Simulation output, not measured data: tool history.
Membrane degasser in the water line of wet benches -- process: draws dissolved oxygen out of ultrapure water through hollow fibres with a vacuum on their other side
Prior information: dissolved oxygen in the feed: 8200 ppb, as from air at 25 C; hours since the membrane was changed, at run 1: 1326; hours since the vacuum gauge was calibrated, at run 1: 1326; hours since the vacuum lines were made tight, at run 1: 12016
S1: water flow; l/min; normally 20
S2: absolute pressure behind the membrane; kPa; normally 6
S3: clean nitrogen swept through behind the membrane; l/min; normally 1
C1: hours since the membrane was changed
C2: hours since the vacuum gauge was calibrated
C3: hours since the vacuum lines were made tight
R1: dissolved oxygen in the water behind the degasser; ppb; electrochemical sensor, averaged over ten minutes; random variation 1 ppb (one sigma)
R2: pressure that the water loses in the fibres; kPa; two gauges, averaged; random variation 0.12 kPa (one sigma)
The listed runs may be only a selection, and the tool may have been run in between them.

run 1 day=0 | S1=20 S2=6 S3=1 | C1=1326 C2=1326 C3=12016 | R1=129.8 R2=31.04
run 2 day=5.696 | S1=20 S2=6 S3=1 | C1=1463 C2=1463 C3=12153 | R1=129.6 R2=31.2
run 3 day=8.642 | S1=20 S2=6 S3=1 | C1=1534 C2=1534 C3=12223 | R1=127.4 R2=30.88
run 4 day=15.129 | S1=20 S2=6 S3=1 | C1=1689 C2=1689 C3=12379 | R1=130.6 R2=31
run 5 day=19.096 | S1=20 S2=6 S3=1 | C1=1785 C2=1785 C3=12474 | R1=128.1 R2=30.81
run 6 day=22.762 | S1=20 S2=6 S3=1 | C1=1873 C2=1873 C3=12562 | R1=131.9 R2=31.17
run 7 day=26.458 | S1=20 S2=6 S3=1 | C1=1961 C2=1961 C3=12651 | R1=129.3 R2=31.03
run 8 day=30.904 | S1=20 S2=6 S3=1 | C1=2068 C2=2068 C3=12758 | R1=128.3 R2=31.03
-- day=31.288 seals of the vacuum lines changed
run 9 day=37.233 | S1=13 S2=6 S3=1 | C1=2218 C2=2218 C3=143 | R1=85.5 R2=20.11
run 10 day=43.212 | S1=13 S2=6 S3=1 | C1=2361 C2=2361 C3=286 | R1=85 R2=20.24
run 11 day=47.621 | S1=13 S2=6 S3=1 | C1=2467 C2=2467 C3=392 | R1=85.7 R2=20.27

Run 12 comes next. What will it give?
run 12 day=50.733 | S1=13 S2=6 S3=1 | C1=2542 C2=2542 C3=467 | R1=? R2=?

R1: 86.2 ppb
R2: 19.93 kPa
Without the tool's hidden state the same run would have given R1 84.3 ppb, R2 19.79 kPa.
